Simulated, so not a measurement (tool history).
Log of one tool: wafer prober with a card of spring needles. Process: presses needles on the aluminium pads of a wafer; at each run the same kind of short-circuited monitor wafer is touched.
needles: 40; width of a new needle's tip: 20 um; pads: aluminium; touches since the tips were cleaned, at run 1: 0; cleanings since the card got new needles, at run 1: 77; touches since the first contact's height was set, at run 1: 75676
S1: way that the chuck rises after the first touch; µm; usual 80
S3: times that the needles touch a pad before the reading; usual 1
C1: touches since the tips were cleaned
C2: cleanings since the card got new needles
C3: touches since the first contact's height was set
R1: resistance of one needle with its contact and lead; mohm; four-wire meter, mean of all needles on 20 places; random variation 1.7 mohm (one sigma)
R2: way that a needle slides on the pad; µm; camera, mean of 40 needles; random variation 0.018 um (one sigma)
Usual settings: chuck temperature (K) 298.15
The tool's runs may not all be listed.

Run 1, hour 0: usual settings; C1 0; C2 77; C3 75676. Result: R1 190 mohm, R2 16.86 µm.
At hour 25.7: tips cleaned on abrasive film.
Run 2, hour 35.7: usual settings; C1 3630; C2 78; C3 88575. Result: R1 246 mohm, R2 16.86 µm.
At hour 52.3: tips cleaned on abrasive film.
Run 3, hour 75.2: usual settings; C1 8302; C2 79; C3 102873. Result: R1 283 mohm, R2 16.84 µm.
At hour 80.1: tips cleaned on abrasive film.
At hour 106.6: tips cleaned on abrasive film.
Run 4, hour 123.4: usual settings but S1 70 µm; C1 6056; C2 81; C3 120248. Result: R1 301 mohm, R2 14.67 µm.
At hour 132.5: tips cleaned on abrasive film.
At hour 157: tips cleaned on abrasive film.
Run 5, hour 161.7: usual settings but S3 2; C1 1716; C2 83; C3 134081. Result: R1 208 mohm, R2 16.77 µm.
At hour 182.6: tips cleaned on abrasive film.
Run 6, hour 203.3: usual settings; C1 7501; C2 84; C3 149117. Result: R1 282 mohm, R2 16.74 µm.
At hour 207.9: tips cleaned on abrasive film.
At hour 234.7: tips cleaned on abrasive film.
At hour 262.9: tips cleaned on abrasive film.
Run 7, hour 262.9: usual settings but S3 3; C1 0; C2 87; C3 170637. Result: R1 183 mohm, R2 16.74 µm.
At hour 290.4: tips cleaned on abrasive film.
At hour 320.2: tips cleaned on abrasive film.
Run 8, hour 335.3: usual settings but S3 3; C1 5486; C2 89; C3 196791. Result: R1 214 mohm, R2 16.71 µm.
At hour 344.5: tips cleaned on abrasive film.
At hour 370.1: tips cleaned on abrasive film.
At hour 376.4: height of the first contact set anew.
Run 9, hour 388.4: usual settings; C1 6522; C2 91; C3 4358. Result: R1 276 mohm, R2 16.96 µm.
At hour 399.2: tips cleaned on abrasive film.
At hour 428.4: tips cleaned on abrasive film.
Run 10, hour 436.8: usual settings but chuck temperature (K) 300.15; C1 3039; C2 93; C3 21813. Result: R1 240 mohm, R2 16.97 µm.
At hour 452.9: tips cleaned on abrasive film.
Run 11, hour 468.7: usual settings but S3 2; C1 5753; C2 94; C3 33366. Result: R1 238 mohm, R2 16.95 µm.
At hour 479.4: tips cleaned on abrasive film.
At hour 506.7: tips cleaned on abrasive film.
Run 12, hour 529.4: usual settings; C1 8210; C2 96; C3 55272. Result: R1 283 mohm, R2 16.91 µm.
At hour 533.3: tips cleaned on abrasive film.
At hour 560.3: tips cleaned on abrasive film.
At hour 585.5: tips cleaned on abrasive film.
Run 13, hour 587.5: usual settings but S3 2; C1 714; C2 99; C3 76235. Result: R1 195 mohm, R2 16.89 µm.
At hour 612.4: tips cleaned on abrasive film.
At hour 639.6: tips cleaned on abrasive film.
Run 14, hour 654.6: usual settings but S3 2; C1 5424; C2 101; C3 100491. Result: R1 234 mohm, R2 16.88 µm.
At hour 664.1: tips cleaned on abrasive film.
At hour 689.2: tips cleaned on abrasive film.
At hour 717: tips cleaned on abrasive film.
Run 15, hour 726: usual settings but chuck temperature (K) 308.15; C1 3291; C2 104; C3 126288. Result: R1 260 mohm, R2 16.82 µm.
At hour 743.3: tips cleaned on abrasive film.
At hour 768.5: tips cleaned on abrasive film.
Run 16, hour 787.6: usual settings but S1 82 µm, chuck temperature (K) 308.15; C1 6947; C2 106; C3 148539. Result: R1 275 mohm, R2 17.22 µm.
At hour 792.5: tips cleaned on abrasive film.
At hour 819.2: tips cleaned on abrasive film.
Run 17, hour 830.6: usual settings but S1 82 µm, chuck temperature (K) 308.15; C1 4116; C2 108; C3 164042. Result: R1 260 mohm, R2 17.19 µm.
At hour 846.1: tips cleaned on abrasive film.
At hour 875.9: tips cleaned on abrasive film.
Run 18, hour 885.8: usual settings but S1 82 µm, chuck temperature (K) 308.15; C1 3585; C2 110; C3 183986. Result: R1 258 mohm, R2 17.17 µm.
At hour 904.1: tips cleaned on abrasive film.
At hour 931.6: tips cleaned on abrasive film.
Run 19, hour 932.9: usual settings but S1 82 µm, chuck temperature (K) 308.15; C1 466; C2 112; C3 200993. Result: R1 207 mohm, R2 17.15 µm.
At hour 956.5: tips cleaned on abrasive film.
At hour 960.1: height of the first contact set anew.
At hour 983: tips cleaned on abrasive film.
Run 20, hour 1003.2: usual settings but S1 91 µm, chuck temperature (K) 366.15, S3 2; C1 7318; C2 114; C3 15570. Result: R1 238 mohm, R2 19.27 µm.
At hour 1007.4: tips cleaned on abrasive film.
At hour 1035: tips cleaned on abrasive film.
Run 21, hour 1049: usual settings but S1 65 µm, chuck temperature (K) 348.15; C1 5091; C2 116; C3 32130. Result: R1 312 mohm, R2 13.77 µm.
At hour 1064: tips cleaned on abrasive film.
At hour 1090.4: tips cleaned on abrasive film.
Run 22, hour 1103.8: usual settings but S1 98 µm, chuck temperature (K) 299.15, S3 2; C1 4847; C2 118; C3 51910. Result: R1 213 mohm, R2 20.74 µm.
At hour 1115.2: tips cleaned on abrasive film.
At hour 1142.6: tips cleaned on abrasive film.
Run 23, hour 1151.8: usual settings but S1 90 µm, chuck temperature (K) 350.15; C1 3343; C2 120; C3 69257. Result: R1 248 mohm, R2 19.02 µm.
At hour 1167.8: tips cleaned on abrasive film.
Run 24, hour 1182.2: usual settings but S1 90 µm, chuck temperature (K) 395.15; C1 5222; C2 121; C3 80212. Result: R1 267 mohm, R2 19.01 µm.
At hour 1192.6: tips cleaned on abrasive film.
At hour 1217.4: tips cleaned on abrasive film.
At hour 1243.3: tips cleaned on abrasive film.
Run 25, hour 1252.6: usual settings but S1 90 µm, chuck temperature (K) 395.15; C1 3374; C2 124; C3 105648. Result: R1 251 mohm, R2 18.96 µm.
At hour 1269: tips cleaned on abrasive film.
At hour 1297.1: tips cleaned on abrasive film.
At hour 1323.4: tips cleaned on abrasive film.
Run 26, hour 1323.4: usual settings but S1 74 µm; C1 0; C2 127; C3 131201. Result: R1 189 mohm, R2 15.5 µm.
At hour 1352.5: tips cleaned on abrasive film.
Run 27, hour 1363.7: usual settings but S1 74 µm; C1 4074; C2 128; C3 145779. Result: R1 285 mohm, R2 15.52 µm.
At hour 1379.3: tips cleaned on abrasive film.
At hour 1403.6: tips cleaned on abrasive film.
At hour 1431.7: tips cleaned on abrasive film.
Run 28, hour 1436.9: usual settings but S1 74 µm; C1 1871; C2 131; C3 172177. Result: R1 240 mohm, R2 15.47 µm.
At hour 1457.7: tips cleaned on abrasive film.
At hour 1483.5: tips cleaned on abrasive film.
Run 29, hour 1506.1: usual settings but S1 66 µm, chuck temperature (K) 321.15; C1 8196; C2 133; C3 197198. Result: R1 343 mohm, R2 13.74 µm.
At hour 1510.2: tips cleaned on abrasive film.
At hour 1535.8: tips cleaned on abrasive film.
At hour 1543.6: height of the first contact set anew.
Run 30, hour 1556.2: usual settings but S1 66 µm, chuck temperature (K) 350.15, S3 2; C1 7307; C2 135; C3 4578. Result: R1 283 mohm, R2 14.01 µm.

Forecast each of these 3 alternatives for the next run:
At hour 1561.4: tips cleaned on abrasive film.
At hour 1585.6: tips cleaned on abrasive film.
At hour 1612.6: tips cleaned on abrasive film.
Run A, hour 1612.6: usual settings but S1 81 µm, chuck temperature (K) 392.15; C1 0; C2 138; C3 24889. Result: R1 ?, R2 ?.
At hour 1561.4: tips cleaned on abrasive film.
At hour 1585.6: tips cleaned on abrasive film.
At hour 1612.6: tips cleaned on abrasive film.
Run B, hour 1612.6: usual settings but S1 63 µm, chuck temperature (K) 345.15, S3 2; C1 0; C2 138; C3 24889. Result: R1 ?, R2 ?.
At hour 1561.4: tips cleaned on abrasive film.
At hour 1585.6: tips cleaned on abrasive film.
At hour 1612.6: tips cleaned on abrasive film.
Run C, hour 1612.6: usual settings but chuck temperature (K) 379.15, S3 2; C1 0; C2 138; C3 24889. Result: R1 ?, R2 ?.

run   R1     R2
  A  209  17.16
  B  202  13.33
  C  201  16.93
Without the tool's hidden state the same runs would have given:
run   R1     R2
  A  201   17.2
  B  193  13.37
  C  195  16.97
